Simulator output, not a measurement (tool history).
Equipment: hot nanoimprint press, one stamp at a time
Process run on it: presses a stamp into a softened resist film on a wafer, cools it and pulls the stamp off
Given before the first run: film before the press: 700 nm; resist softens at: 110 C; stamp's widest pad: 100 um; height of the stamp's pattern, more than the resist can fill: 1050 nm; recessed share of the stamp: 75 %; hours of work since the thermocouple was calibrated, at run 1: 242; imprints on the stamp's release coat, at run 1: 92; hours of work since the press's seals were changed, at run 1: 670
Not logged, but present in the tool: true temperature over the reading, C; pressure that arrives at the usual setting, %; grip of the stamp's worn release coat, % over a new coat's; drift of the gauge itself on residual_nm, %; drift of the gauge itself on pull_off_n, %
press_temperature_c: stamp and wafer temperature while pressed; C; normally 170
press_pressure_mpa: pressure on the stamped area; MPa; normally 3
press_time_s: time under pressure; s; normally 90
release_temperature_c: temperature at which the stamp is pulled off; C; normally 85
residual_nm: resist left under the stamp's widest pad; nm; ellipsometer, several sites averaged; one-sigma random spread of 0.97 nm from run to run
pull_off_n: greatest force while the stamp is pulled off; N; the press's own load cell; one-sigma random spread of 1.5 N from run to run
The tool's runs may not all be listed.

run    hour  press_temperature_c  press_pressure_mpa  press_time_s  release_temperature_c  hours of work since the thermocouple was calibrated  imprints on the stamp's release coat  hours of work since the press's seals were changed  residual_nm  pull_off_n
  1       0                  170                   3            90                     85                                                  242                                    92                                                 670        329.4         118
       50.2  -- plate thermocouple calibrated
  2    61.7                  177                   3            90                     85                                                    5                                   251                                                 695        252.4         118
  3     111                  170                   3            90                     85                                                   26                                   384                                                 716        328.4         119
  4   150.7                  170                2.23            90                     85                                                   43                                   492                                                 733        372.1         118
  5   187.3                  170                   3           125                     85                                                   58                                   591                                                 749        291.5         116
  6   234.7                  170                   3           125                     85                                                   79                                   719                                                 769        290.1         116
  7   263.4                  170                   3            90                     73                                                   91                                   797                                                 781        330.6         144
  8   303.9                  170                   3            90                     85                                                  108                                   906                                                 798        328.9         114
  9   350.2                  170                   3            90                     85                                                  128                                  1031                                                 818        329.9         118
 10   406.4                  170                   3            90                     85                                                  152                                  1183                                                 842        330.2         116
 11   470.1                  170                   3            90                     85                                                  179                                  1356                                                 869        330.3         116
 12   506.7                  170                   3            90                     85                                                  194                                  1455                                                 885          331         117
 13   572.7                  172                   3            90                     75                                                  222                                  1633                                                 913        304.3         135
 14   627.9                  160                3.27            87                     85                                                  246                                  1783                                                 936        463.1         118
      670.7  -- plate thermocouple calibrated
      693.5  -- stamp cleaned and given a new release coat
 15   703.1                  160                3.27            87                     85                                                   11                                    26                                                 964        463.7         114
      725.1  -- press's hydraulic seals changed and the load cell set to zero
 16   778.2                  175                2.66            86                     85                                                   40                                   208                                                  23        292.2         117
 17   843.2                  175                2.66            86                     85                                                   67                                   384                                                  50        292.1         116
 18   907.8                  170                4.41            90                     85                                                   95                                   558                                                  78        275.1         115
 19   952.5                  178                 4.2            90                     85                                                  114                                   679                                                  97        205.2         112
 20  1015.6                  178                 4.2            90                     85                                                  141                                   850                                                 124        204.8         118
 21  1048.6                  178                 4.2            90                     85                                                  155                                   939                                                 138        204.4         115
 22  1102.4                  163                4.35            90                     79                                                  178                                  1085                                                 161        369.3         125
 23  1132.5                  177                 4.3            90                     85                                                  191                                  1166                                                 173        210.5         114
 24    1161                  177                 4.3            90                     85                                                  203                                  1244                                                 186        210.4         115

Alternative continuations, all from the tool just after run 24; predict every row:
  A  1206.4                  177                2.93           120                     85                                                  222                                  1367                                                 205            ?           ?
  B  1206.4                  181                2.99            90                     91                                                  222                                  1367                                                 205            ?           ?
  C  1206.4                  165                4.14           132                     85                                                  222                                  1367                                                 205            ?           ?

run  residual_nm  pull_off_n
  A        225.3         116
  B        217.2         106
  C        300.1         116
The same runs, with their run-to-run variation unchanged, on a tool lacking any hidden condition would have given:
run  residual_nm  pull_off_n
  A        225.6         116
  B        217.5         106
  C        300.5         115

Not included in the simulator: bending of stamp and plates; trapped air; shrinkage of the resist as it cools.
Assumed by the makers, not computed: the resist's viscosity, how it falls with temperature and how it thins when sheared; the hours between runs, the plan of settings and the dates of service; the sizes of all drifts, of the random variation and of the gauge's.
